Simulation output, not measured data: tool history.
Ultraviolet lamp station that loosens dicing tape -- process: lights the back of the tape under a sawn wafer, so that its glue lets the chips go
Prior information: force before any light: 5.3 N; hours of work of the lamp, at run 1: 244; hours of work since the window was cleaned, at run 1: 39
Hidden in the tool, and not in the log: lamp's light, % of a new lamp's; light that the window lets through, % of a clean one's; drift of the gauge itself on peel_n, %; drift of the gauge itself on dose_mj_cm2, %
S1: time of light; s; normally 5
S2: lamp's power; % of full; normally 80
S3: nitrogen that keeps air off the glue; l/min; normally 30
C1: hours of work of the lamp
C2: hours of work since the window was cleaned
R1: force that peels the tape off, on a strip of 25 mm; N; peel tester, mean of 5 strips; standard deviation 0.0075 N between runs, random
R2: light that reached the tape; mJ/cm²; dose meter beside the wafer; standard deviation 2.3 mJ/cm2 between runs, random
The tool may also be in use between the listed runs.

run	hour	S1	S2	S3	C1	C2	R1	R2
1	0.0	5	80	30	244	39	0.324	209
2	42.2	5	80	30	264	59	0.349	201
3	74.6	5	80	30	280	75	0.366	203
4	120.5	5	80	30	301	97	0.368	200
5	163.3	5	80	30	322	117	0.388	193
6	185.0	5	92	30	332	127	0.308	217
7	230.5	5	92	30	354	149	0.320	214
8	253.1	5	92	30	364	159	0.318	215
9	297.8	5	81	30	385	181	0.422	186
10	328.1	5	99	30	400	195	0.308	225
11	355.9	5	99	30	413	208	0.307	219
12	389.1	5	99	30	429	224	0.312	219
13	415.5	2	80	30	441	236	1.771	66
14	456.1	2	80	30	461	256	1.874	69
15	494.0	2	80	30	478	274	1.901	68
16	520.0	2	81	30	491	286	1.863	65
17	552.0	5	80	30	506	301	0.512	162
18	589.4	5	80	30	524	319	0.539	158
19	638.8	5	80	30	547	342	0.529	158
20	686.4	5	80	30	570	365	0.578	151
21	736.3	5	80	18	593	388	0.766	151
22	782.8	5	80	18	615	410	0.797	147
# hour 794.7: window cleaned of glue's vapour
23	827.8	9	72	30	636	16	0.216	277
# hour 836.9: lamp changed
24	867.5	3	78	26	15	34	0.781	134
25	909.3	3	78	16	34	54	0.995	132
26	950.2	9	78	11	54	73	0.215	388
27	998.3	3	63	47	77	96	0.917	106
28	1040.2	9	80	30	96	116	0.190	390
29	1062.6	3	79	58	107	126	0.634	128
30	1110.4	5	84	27	130	149	0.314	222
31	1142.7	5	65	12	145	164	0.800	168
32	1168.4	5	65	12	157	177	0.831	162
33	1199.6	5	85	16	172	191	0.452	217
34	1250.2	3	85	16	196	215	1.120	128
35	1287.7	2	86	38	214	233	1.383	91
36	1326.6	5	73	30	232	252	0.461	175
37	1372.1	5	73	30	254	273	0.473	174
38	1407.7	3	78	33	271	290	0.993	105
39	1459.6	3	78	33	295	315	1.025	107
40	1506.4	3	78	33	317	337	1.027	105
41	1559.0	10	80	30	342	362	0.199	354
42	1607.7	7	80	35	365	385	0.255	239
43	1647.1	6	80	59	384	404	0.289	199

Branching from run 43: 3 alternative next runs. What would each branch give?
# hour 1673.1: window cleaned of glue's vapour
A	1674.9	6	80	12	397	1	?	?
# hour 1673.1: window cleaned of glue's vapour
B	1674.9	5	72	59	397	1	?	?
# hour 1673.1: window cleaned of glue's vapour
C	1674.9	6	80	36	397	1	?	?

run	R1	R2
A	0.450	235
B	0.333	177
C	0.265	234
With the hidden condition removed and each run's random variation left untouched, the same runs would have given:
run	R1	R2
A	0.333	281
B	0.253	211
C	0.218	280
